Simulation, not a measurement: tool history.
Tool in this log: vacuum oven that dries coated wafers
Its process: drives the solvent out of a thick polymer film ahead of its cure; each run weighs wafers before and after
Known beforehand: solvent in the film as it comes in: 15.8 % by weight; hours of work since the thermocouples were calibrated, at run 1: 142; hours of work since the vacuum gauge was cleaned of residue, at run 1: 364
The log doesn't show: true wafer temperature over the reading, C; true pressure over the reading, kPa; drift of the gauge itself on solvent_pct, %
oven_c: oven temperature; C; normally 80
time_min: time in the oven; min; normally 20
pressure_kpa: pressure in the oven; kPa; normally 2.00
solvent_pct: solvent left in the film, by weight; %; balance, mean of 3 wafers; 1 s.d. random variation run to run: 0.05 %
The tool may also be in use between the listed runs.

run	hour	oven_c	time_min	pressure_kpa	hours of work since the thermocouples were calibrated	hours of work since the vacuum gauge was cleaned of residue	solvent_pct
1	0.0	80	20	2.00	142	364	1.44
2	24.3	80	25	2.00	154	375	1.25
3	62.0	80	20	2.00	172	394	1.46
4	106.6	80	20	2.00	194	416	1.51
5	128.0	80	20	2.00	205	426	1.49
6	173.3	80	20	2.00	227	448	1.52
7	217.0	80	20	2.00	248	470	1.54
8	254.8	80	20	2.00	267	488	1.49
9	283.0	80	20	2.00	280	502	1.47
10	316.5	80	22	2.00	297	518	1.43
11	361.7	80	22	2.00	319	540	1.40
12	395.6	77	22	2.00	336	557	1.71
13	414.9	80	20	2.00	345	566	1.51
14	437.0	82	35	3.33	356	577	1.62
15	456.4	82	16	6.15	365	587	3.41
16	476.2	82	29	2.25	375	596	1.28
17	506.4	82	29	2.25	390	611	1.21
18	550.5	82	29	2.25	411	633	1.20
19	582.1	85	16	1.08	427	648	1.04
20	616.8	83	12	2.00	444	665	2.20
21	643.2	83	12	2.00	457	678	2.24
22	671.2	83	12	2.00	470	692	2.29
23	708.7	85	21	2.73	489	710	1.29
24	744.9	69	10	2.00	506	728	5.80

Run 25 is up next; what results do you expect?
25	765.4	69	10	2.00	516	738	?

{"run 25": {"solvent_pct": 5.81}}
Without the tool's hidden state the same run would have given solvent_pct 5.75 %.

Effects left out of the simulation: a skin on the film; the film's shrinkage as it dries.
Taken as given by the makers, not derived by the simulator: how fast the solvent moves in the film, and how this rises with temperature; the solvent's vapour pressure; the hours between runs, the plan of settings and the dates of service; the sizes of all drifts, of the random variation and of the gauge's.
